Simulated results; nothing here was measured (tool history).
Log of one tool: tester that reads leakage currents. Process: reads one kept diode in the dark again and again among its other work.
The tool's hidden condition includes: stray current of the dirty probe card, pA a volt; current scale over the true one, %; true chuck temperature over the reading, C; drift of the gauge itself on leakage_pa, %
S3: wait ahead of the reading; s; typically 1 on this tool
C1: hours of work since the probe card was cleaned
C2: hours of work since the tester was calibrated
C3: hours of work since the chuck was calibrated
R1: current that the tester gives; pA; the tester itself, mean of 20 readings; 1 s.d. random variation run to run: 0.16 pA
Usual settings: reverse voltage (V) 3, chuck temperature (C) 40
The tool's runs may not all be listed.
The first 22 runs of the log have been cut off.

run 23 hour=1206 | reverse_voltage_(V)=18.22 chuck_temperature_(C)=59 S3=1.17 | C1=1403 C2=2265 C3=583 | R1=569.71
run 24 hour=1277 | reverse_voltage_(V)=18.22 chuck_temperature_(C)=59 S3=1.17 | C1=1456 C2=2317 C3=635 | R1=570.73
run 25 hour=1329.9 | reverse_voltage_(V)=3.76 chuck_temperature_(C)=29 S3=0.82 | C1=1495 C2=2356 C3=674 | R1=24.35
run 26 hour=1404.7 | reverse_voltage_(V)=3.76 chuck_temperature_(C)=31 S3=0.79 | C1=1550 C2=2412 C3=729 | R1=28.56
run 27 hour=1473.2 | reverse_voltage_(V)=6.45 chuck_temperature_(C)=33 S3=8.73 | C1=1600 C2=2462 C3=780 | R1=44.05
run 28 hour=1528.8 | reverse_voltage_(V)=6.45 chuck_temperature_(C)=33 S3=8.73 | C1=1641 C2=2503 C3=821 | R1=44.21
run 29 hour=1602.5 | reverse_voltage_(V)=6.45 chuck_temperature_(C)=33 S3=8.73 | C1=1696 C2=2557 C3=875 | R1=44.23
run 30 hour=1650.3 | reverse_voltage_(V)=8.74 chuck_temperature_(C)=23 S3=1 | C1=1731 C2=2592 C3=910 | R1=24.55
run 31 hour=1681.6 | reverse_voltage_(V)=1.46 chuck_temperature_(C)=33 S3=4.16 | C1=1754 C2=2616 C3=933 | R1=19.02
run 32 hour=1753.7 | reverse_voltage_(V)=1.46 chuck_temperature_(C)=33 S3=4.16 | C1=1807 C2=2669 C3=986 | R1=19.17
run 33 hour=1788.6 | reverse_voltage_(V)=6.04 chuck_temperature_(C)=40 S3=5.15 | C1=1833 C2=2694 C3=1012 | R1=74.97
run 34 hour=1834.9 | reverse_voltage_(V)=3 chuck_temperature_(C)=40 S3=2.89 | C1=1867 C2=2729 C3=1046 | R1=50.18
run 35 hour=1905.6 | reverse_voltage_(V)=1.66 chuck_temperature_(C)=40 S3=0.42 | C1=1919 C2=2781 C3=1098 | R1=36.9
run 36 hour=1936.7 | reverse_voltage_(V)=1.66 chuck_temperature_(C)=40 S3=0.42 | C1=1942 C2=2804 C3=1121 | R1=36.88
run 37 hour=1978.1 | reverse_voltage_(V)=3 chuck_temperature_(C)=40 S3=9.93 | C1=1972 C2=2834 C3=1152 | R1=50.31
run 38 hour=2053.4 | reverse_voltage_(V)=3 chuck_temperature_(C)=40 S3=9.93 | C1=2028 C2=2890 C3=1207 | R1=50.15
run 39 hour=2100.8 | reverse_voltage_(V)=3 chuck_temperature_(C)=40 S3=9.93 | C1=2063 C2=2924 C3=1242 | R1=50.21

Each row is a separate what-if for the run after 39, all from the same tool condition, not one after another. Results?
run A hour=2143.6 | reverse_voltage_(V)=10.04 chuck_temperature_(C)=25 S3=0.88 | C1=2094 C2=2956 C3=1274 | R1=?
run B hour=2143.6 | reverse_voltage_(V)=3 chuck_temperature_(C)=40 S3=1.69 | C1=2094 C2=2956 C3=1274 | R1=?
run C hour=2143.6 | reverse_voltage_(V)=3 chuck_temperature_(C)=57 S3=9.11 | C1=2094 C2=2956 C3=1274 | R1=?

run=A R1=31.7
run=B R1=50.51
run=C R1=179.2
With no hidden state in the tool, these same runs would have given:
run=A R1=31.6
run=B R1=50.45
run=C R1=179.08
